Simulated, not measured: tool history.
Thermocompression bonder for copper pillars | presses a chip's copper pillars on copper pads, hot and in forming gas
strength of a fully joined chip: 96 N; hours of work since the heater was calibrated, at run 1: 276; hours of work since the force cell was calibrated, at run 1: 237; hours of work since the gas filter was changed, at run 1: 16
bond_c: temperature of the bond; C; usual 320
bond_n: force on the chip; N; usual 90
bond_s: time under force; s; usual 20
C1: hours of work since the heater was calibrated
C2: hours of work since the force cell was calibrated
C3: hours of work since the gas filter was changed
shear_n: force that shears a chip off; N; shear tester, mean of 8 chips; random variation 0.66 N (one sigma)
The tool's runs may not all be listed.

{"run": 1, "day": 0.0, "bond_c": 320, "bond_n": 90, "bond_s": 20, "C1": 276, "C2": 237, "C3": 16, "shear_n": 42.6}
{"run": 2, "day": 0.517, "bond_c": 319, "bond_n": 90, "bond_s": 20, "C1": 281, "C2": 242, "C3": 21, "shear_n": 41.4}
{"run": 3, "day": 0.95, "bond_c": 320, "bond_n": 90, "bond_s": 20, "C1": 286, "C2": 246, "C3": 26, "shear_n": 42.2}
{"run": 4, "day": 1.583, "bond_c": 320, "bond_n": 97, "bond_s": 20, "C1": 292, "C2": 253, "C3": 32, "shear_n": 44}
{"run": 5, "day": 2.2, "bond_c": 320, "bond_n": 97, "bond_s": 20, "C1": 298, "C2": 259, "C3": 39, "shear_n": 43.1}
{"day": 2.304, "done": "force cell calibrated"}
{"run": 6, "day": 2.988, "bond_c": 320, "bond_n": 97, "bond_s": 20, "C1": 306, "C2": 7, "C3": 46, "shear_n": 43.3}
{"run": 7, "day": 3.358, "bond_c": 320, "bond_n": 97, "bond_s": 20, "C1": 310, "C2": 11, "C3": 50, "shear_n": 43.2}
{"run": 8, "day": 3.683, "bond_c": 320, "bond_n": 97, "bond_s": 20, "C1": 313, "C2": 14, "C3": 53, "shear_n": 43.9}
{"day": 4.079, "done": "force cell calibrated, once more"}
{"run": 9, "day": 4.471, "bond_c": 320, "bond_n": 86, "bond_s": 20, "C1": 320, "C2": 4, "C3": 60, "shear_n": 41.1}
{"run": 10, "day": 5.012, "bond_c": 320, "bond_n": 91, "bond_s": 38, "C1": 326, "C2": 9, "C3": 66, "shear_n": 51.8}
{"run": 11, "day": 5.512, "bond_c": 333, "bond_n": 90, "bond_s": 42, "C1": 331, "C2": 14, "C3": 71, "shear_n": 58.2}
{"run": 12, "day": 5.954, "bond_c": 333, "bond_n": 90, "bond_s": 42, "C1": 335, "C2": 19, "C3": 75, "shear_n": 58.5}
{"run": 13, "day": 6.379, "bond_c": 328, "bond_n": 66, "bond_s": 11, "C1": 339, "C2": 23, "C3": 80, "shear_n": 29}
{"run": 14, "day": 6.767, "bond_c": 339, "bond_n": 67, "bond_s": 11, "C1": 343, "C2": 27, "C3": 83, "shear_n": 31.3}
{"run": 15, "day": 7.388, "bond_c": 339, "bond_n": 67, "bond_s": 11, "C1": 350, "C2": 33, "C3": 90, "shear_n": 31.8}
{"run": 16, "day": 7.858, "bond_c": 346, "bond_n": 107, "bond_s": 15, "C1": 354, "C2": 38, "C3": 95, "shear_n": 50.8}

4 ways to go on from here, each from the tool as it stands after run 16. What would each give?
{"run": "A", "day": 8.283, "bond_c": 322, "bond_n": 79, "bond_s": 54, "C1": 359, "C2": 43, "C3": 99, "shear_n": "?"}
{"run": "B", "day": 8.283, "bond_c": 323, "bond_n": 59, "bond_s": 57, "C1": 359, "C2": 43, "C3": 99, "shear_n": "?"}
{"run": "C", "day": 8.283, "bond_c": 297, "bond_n": 83, "bond_s": 20, "C1": 359, "C2": 43, "C3": 99, "shear_n": "?"}
{"run": "D", "day": 8.283, "bond_c": 302, "bond_n": 63, "bond_s": 49, "C1": 359, "C2": 43, "C3": 99, "shear_n": "?"}

run=A shear_n=54.2
run=B shear_n=47.5
run=C shear_n=32.6
run=D shear_n=39.5
Without the tool's hidden state the same runs would have given:
run=A shear_n=56.6
run=B shear_n=49.7
run=C shear_n=34.3
run=D shear_n=41.5

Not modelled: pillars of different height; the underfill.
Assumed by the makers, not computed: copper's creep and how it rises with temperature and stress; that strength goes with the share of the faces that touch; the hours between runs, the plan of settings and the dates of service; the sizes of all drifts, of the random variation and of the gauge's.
